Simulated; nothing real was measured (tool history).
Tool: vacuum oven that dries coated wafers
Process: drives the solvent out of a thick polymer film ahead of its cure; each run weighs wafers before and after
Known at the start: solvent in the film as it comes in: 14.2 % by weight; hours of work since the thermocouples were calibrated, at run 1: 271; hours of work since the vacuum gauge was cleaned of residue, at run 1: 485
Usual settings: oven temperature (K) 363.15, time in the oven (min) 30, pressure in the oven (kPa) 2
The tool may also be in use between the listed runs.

run,hour,oven temperature (K),time in the oven (min),pressure in the oven (kPa),hours of work since the thermocouples were calibrated,hours of work since the vacuum gauge was cleaned of residue,solvent left in the film (%)
1,0,363.15,30,2,271,485,1.61
2,19.3,363.15,30,2,281,495,1.5
3,44.3,363.15,30,2,293,507,1.58
4,55.8,363.15,30,2,298,512,1.57
5,67.7,363.15,30,2,304,518,1.56
6,94.5,363.15,30,5.63,317,531,3.11
7,113.1,363.15,38,5.63,326,540,2.76
8,128.2,363.15,38,5.63,333,547,2.73
9,141.3,363.15,24,2,339,553,2.07
10,153.5,363.15,30,2,345,559,1.58
11,173.9,363.15,31,2,355,569,1.47
12,191.4,350.15,30,2,363,577,3.93
13,215.6,350.15,30,2,375,589,3.95
14,242.9,350.15,30,2,388,602,3.93
15,268,363.15,30,1.25,400,614,1.32
16,295.3,370.15,30,2,413,627,0.84
17,320.2,370.15,30,2,425,639,0.95
18,336.5,359.15,17,2,433,647,4.13
19,355,359.15,17,2,442,656,4
20,373.7,351.15,30,7.14,451,665,6.66
21,395.1,357.15,26,7.14,461,675,5.37
22,409,354.15,21,7.14,468,682,6.79
23,433.4,354.15,21,7.14,480,694,6.8
24,449.5,354.15,21,7.14,488,702,6.76
25,475,364.15,25,3.73,500,714,2.45
26,500.5,363.15,29,1.17,512,726,1.25
27,512,363.15,50,1.17,518,732,0.58
28,538.1,360.15,18,4.01,530,744,4.42
29,561.2,363.15,30,5.87,541,755,3.08
30,586.2,367.15,30,5.87,553,767,2.51
31,600.5,367.15,30,1.46,560,774,0.95
32,625,367.15,30,1.46,572,786,0.97
33,643.3,349.15,30,7.51,581,795,7.4
34,667.4,349.15,30,7.51,592,806,7.3

Forecast each of these 4 alternatives for the next run:
A,686.5,363.15,49,1.01,602,816,?
B,686.5,363.15,31,2,602,816,?
C,686.5,374.15,19,2,602,816,?
D,686.5,358.15,15,1.61,602,816,?

run,solvent left in the film (%)
A,0.59
B,1.48
C,1.28
D,4.61
Without the tool's hidden state the same runs would have given:
run,solvent left in the film (%)
A,0.58
B,1.47
C,1.27
D,4.6
